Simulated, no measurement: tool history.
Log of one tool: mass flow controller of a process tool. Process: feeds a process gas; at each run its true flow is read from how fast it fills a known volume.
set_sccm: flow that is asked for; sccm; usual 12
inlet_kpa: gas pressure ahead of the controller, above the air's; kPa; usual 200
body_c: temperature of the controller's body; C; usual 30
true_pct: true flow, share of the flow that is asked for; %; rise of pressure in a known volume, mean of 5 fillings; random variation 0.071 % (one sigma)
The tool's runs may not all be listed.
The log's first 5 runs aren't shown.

| run | day | set_sccm | inlet_kpa | body_c | hours of work since the controller was set to zero | hours of work since the controller was changed | true_pct |
|---|---|---|---|---|---|---|---|
| 6 | 13.675 | 12 | 153 | 33 | 1978 | 1978 | 100.99 |
| 7 | 17.112 | 12 | 200 | 30 | 2039 | 2039 | 100.46 |
| 8 | 20.075 | 12 | 200 | 30 | 2091 | 2091 | 100.55 |
| 9 | 21.575 | 12 | 200 | 30 | 2117 | 2117 | 100.57 |
| 10 | 24.979 | 12 | 200 | 30 | 2178 | 2178 | 100.56 |
| 11 | 27.933 | 12 | 204 | 30 | 2230 | 2230 | 100.54 |
| 12 | 30.354 | 12 | 200 | 30 | 2273 | 2273 | 100.67 |
| 13 | 33.717 | 12 | 200 | 22 | 2332 | 2332 | 99.97 |
| 14 | 35.279 | 12 | 200 | 22 | 2360 | 2360 | 99.92 |
| 15 | 36.892 | 12 | 200 | 22 | 2388 | 2388 | 99.91 |
| 16 | 39.592 | 12 | 200 | 33 | 2436 | 2436 | 101 |
| 17 | 41.708 | 12 | 200 | 30 | 2474 | 2474 | 100.76 |
| 18 | 44.521 | 12 | 200 | 30 | 2523 | 2523 | 100.88 |
| 19 | 47.204 | 12 | 200 | 30 | 2571 | 2571 | 100.85 |
| 20 | 50.342 | 12 | 200 | 24 | 2626 | 2626 | 100.31 |
| 21 | 53.708 | 12 | 200 | 24 | 2686 | 2686 | 100.44 |
| 22 | 56.633 | 12 | 200 | 26 | 2738 | 2738 | 100.57 |
| 23 | 58.912 | 12 | 200 | 23 | 2778 | 2778 | 100.25 |
| 24 | 62.138 | 12 | 200 | 23 | 2835 | 2835 | 100.35 |
| 25 | 63.65 | 6 | 225 | 32 | 2862 | 2862 | 100.97 |

Forecast run 26:
| 26 | 67.042 | 7 | 187 | 30 | 2922 | 2922 | ? |

Run 26 gave true_pct 101 %.
Without the tool's hidden state the same run would have given true_pct 100.17 %.

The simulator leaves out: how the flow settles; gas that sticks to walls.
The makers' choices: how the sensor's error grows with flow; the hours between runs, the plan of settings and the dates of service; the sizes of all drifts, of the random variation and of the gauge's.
